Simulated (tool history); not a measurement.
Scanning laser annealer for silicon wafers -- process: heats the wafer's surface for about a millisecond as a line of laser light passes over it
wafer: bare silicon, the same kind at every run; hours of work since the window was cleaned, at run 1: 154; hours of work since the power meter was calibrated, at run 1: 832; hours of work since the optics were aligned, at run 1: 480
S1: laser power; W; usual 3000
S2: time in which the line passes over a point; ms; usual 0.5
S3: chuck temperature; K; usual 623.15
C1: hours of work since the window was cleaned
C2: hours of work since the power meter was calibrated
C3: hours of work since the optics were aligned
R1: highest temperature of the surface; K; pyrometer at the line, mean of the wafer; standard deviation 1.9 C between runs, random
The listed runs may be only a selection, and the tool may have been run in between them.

run 1 hour=0 | S1=3000 S2=0.5 S3=623.15 | C1=154 C2=832 C3=480 | R1=1327.15
run 2 hour=19.3 | S1=3000 S2=0.5 S3=620.15 | C1=166 C2=844 C3=492 | R1=1328.15
run 3 hour=42.3 | S1=3000 S2=0.5 S3=620.15 | C1=180 C2=858 C3=506 | R1=1321.15
run 4 hour=59 | S1=3000 S2=0.5 S3=620.15 | C1=190 C2=869 C3=516 | R1=1317.15
run 5 hour=78 | S1=3000 S2=0.5 S3=620.15 | C1=202 C2=880 C3=528 | R1=1321.15
run 6 hour=97.2 | S1=3000 S2=0.5 S3=623.15 | C1=214 C2=892 C3=540 | R1=1319.15
run 7 hour=118.1 | S1=3000 S2=0.5 S3=623.15 | C1=227 C2=905 C3=553 | R1=1314.15
run 8 hour=146 | S1=3000 S2=0.5 S3=623.15 | C1=244 C2=923 C3=570 | R1=1314.15
run 9 hour=174.4 | S1=3000 S2=0.5 S3=656.15 | C1=262 C2=940 C3=588 | R1=1342.15
run 10 hour=199.1 | S1=3000 S2=0.5 S3=656.15 | C1=277 C2=956 C3=603 | R1=1341.15
run 11 hour=229.8 | S1=3000 S2=0.5 S3=656.15 | C1=296 C2=975 C3=622 | R1=1341.15
run 12 hour=259.6 | S1=3000 S2=0.394 S3=623.15 | C1=315 C2=993 C3=641 | R1=1233.15
-- hour=279.4 window over the wafer cleaned
run 13 hour=296.8 | S1=3000 S2=0.41 S3=623.15 | C1=11 C2=1015 C3=662 | R1=1282.15
run 14 hour=331.8 | S1=3000 S2=0.41 S3=623.15 | C1=33 C2=1037 C3=684 | R1=1278.15
run 15 hour=361.3 | S1=3000 S2=0.41 S3=623.15 | C1=51 C2=1055 C3=702 | R1=1272.15
run 16 hour=378.2 | S1=3000 S2=0.41 S3=623.15 | C1=61 C2=1065 C3=713 | R1=1279.15
run 17 hour=410.3 | S1=3000 S2=0.41 S3=623.15 | C1=81 C2=1085 C3=733 | R1=1270.15
run 18 hour=435.1 | S1=3000 S2=0.41 S3=623.15 | C1=97 C2=1101 C3=748 | R1=1267.15
run 19 hour=458.1 | S1=2974 S2=0.363 S3=610.15 | C1=111 C2=1115 C3=762 | R1=1214.15
run 20 hour=486.6 | S1=2974 S2=0.363 S3=610.15 | C1=128 C2=1133 C3=780 | R1=1208.15
run 21 hour=501.5 | S1=2925 S2=0.5 S3=623.15 | C1=138 C2=1142 C3=789 | R1=1300.15
run 22 hour=534 | S1=2627 S2=0.5 S3=616.15 | C1=158 C2=1162 C3=809 | R1=1203.15
run 23 hour=561.4 | S1=3081 S2=0.56 S3=595.15 | C1=175 C2=1179 C3=826 | R1=1352.15
run 24 hour=580.7 | S1=2751 S2=0.364 S3=644.15 | C1=187 C2=1191 C3=838 | R1=1179.15
run 25 hour=603.2 | S1=2751 S2=0.364 S3=644.15 | C1=201 C2=1205 C3=852 | R1=1178.15
run 26 hour=637.9 | S1=2858 S2=0.5 S3=623.15 | C1=222 C2=1226 C3=874 | R1=1269.15
run 27 hour=655.7 | S1=2858 S2=0.5 S3=623.15 | C1=233 C2=1237 C3=885 | R1=1270.15
run 28 hour=679.2 | S1=3000 S2=0.474 S3=627.15 | C1=248 C2=1252 C3=899 | R1=1299.15
run 29 hour=706.3 | S1=2620 S2=0.5 S3=628.15 | C1=265 C2=1269 C3=916 | R1=1201.15
run 30 hour=740.5 | S1=3000 S2=0.526 S3=623.15 | C1=286 C2=1290 C3=937 | R1=1315.15
run 31 hour=768.6 | S1=3000 S2=0.526 S3=623.15 | C1=303 C2=1307 C3=955 | R1=1312.15
run 32 hour=791.5 | S1=3000 S2=0.526 S3=623.15 | C1=317 C2=1321 C3=969 | R1=1307.15
-- hour=806.3 window over the wafer cleaned
run 33 hour=819.3 | S1=2712 S2=0.608 S3=597.15 | C1=8 C2=1338 C3=985 | R1=1285.15
-- hour=826.8 optics aligned, line set to its width
run 34 hour=857.4 | S1=3003 S2=0.441 S3=661.15 | C1=29 C2=1358 C3=19 | R1=1348.15

4 options for the next run, each taken on its own from the tool as it stands now. Forecast them:
run A hour=876.4 | S1=3156 S2=0.57 S3=661.15 | C1=40 C2=1370 C3=31 | R1=?
run B hour=876.4 | S1=3000 S2=0.52 S3=636.15 | C1=40 C2=1370 C3=31 | R1=?
run C hour=876.4 | S1=3183 S2=0.375 S3=629.15 | C1=40 C2=1370 C3=31 | R1=?
run D hour=876.4 | S1=3003 S2=0.441 S3=643.15 | C1=40 C2=1370 C3=31 | R1=?

run=A R1=1489.15
run=B R1=1381.15
run=C R1=1317.15
run=D R1=1331.15
Had the tool no hidden state, the same runs would have come out as:
run=A R1=1505.15
run=B R1=1395.15
run=C R1=1331.15
run=D R1=1344.15
